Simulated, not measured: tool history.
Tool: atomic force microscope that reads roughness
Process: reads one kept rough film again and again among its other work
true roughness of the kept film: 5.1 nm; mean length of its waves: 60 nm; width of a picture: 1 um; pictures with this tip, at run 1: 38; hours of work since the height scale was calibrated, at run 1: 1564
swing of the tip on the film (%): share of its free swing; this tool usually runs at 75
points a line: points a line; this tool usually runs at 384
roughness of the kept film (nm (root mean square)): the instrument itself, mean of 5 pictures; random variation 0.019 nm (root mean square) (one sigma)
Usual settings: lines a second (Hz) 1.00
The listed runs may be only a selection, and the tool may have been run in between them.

run	hour	lines a second (Hz)	swing of the tip on the film (%)	points a line	pictures with this tip	hours of work since the height scale was calibrated	roughness of the kept film (nm (root mean square))
1	0.0	1.00	75	384	38	1564	4.583
# hour 38.0: new tip fitted
2	42.8	1.00	75	384	11	1595	4.710
3	82.5	1.00	75	384	102	1624	4.239
# hour 89.7: new tip fitted
4	118.4	1.00	75	384	66	1651	4.382
# hour 140.7: new tip fitted
5	156.3	1.00	75	384	36	1678	4.581
# hour 191.5: new tip fitted
6	211.1	1.00	75	384	46	1718	4.489
# hour 243.3: new tip fitted
7	255.0	1.00	75	384	27	1750	4.645
# hour 296.1: new tip fitted
8	301.1	0.54	74	959	11	1784	4.800
# hour 305.8: height scale calibrated on a step standard
9	336.9	1.35	59	395	91	23	4.430
# hour 350.6: new tip fitted
10	388.9	1.35	59	395	88	61	4.439
# hour 402.0: new tip fitted
11	442.5	1.02	75	384	93	100	4.327
# hour 452.5: new tip fitted
12	470.8	1.02	75	785	42	121	4.608
13	493.2	1.02	75	782	93	137	4.343
# hour 504.6: new tip fitted
14	521.5	1.02	75	782	39	158	4.641

Here are 3 independent what-if runs from the current tool condition. What would each one return?
# hour 556.8: new tip fitted
A	565.1	1.00	75	367	19	190	?
# hour 556.8: new tip fitted
B	565.1	1.00	75	421	19	190	?
# hour 556.8: new tip fitted
C	565.1	2.16	87	995	19	190	?

run	roughness of the kept film (nm (root mean square))
A	4.740
B	4.704
C	4.281
Take away the tool's hidden state, keep each run's random variation, and the runs would have read:
run	roughness of the kept film (nm (root mean square))
A	4.720
B	4.684
C	4.263
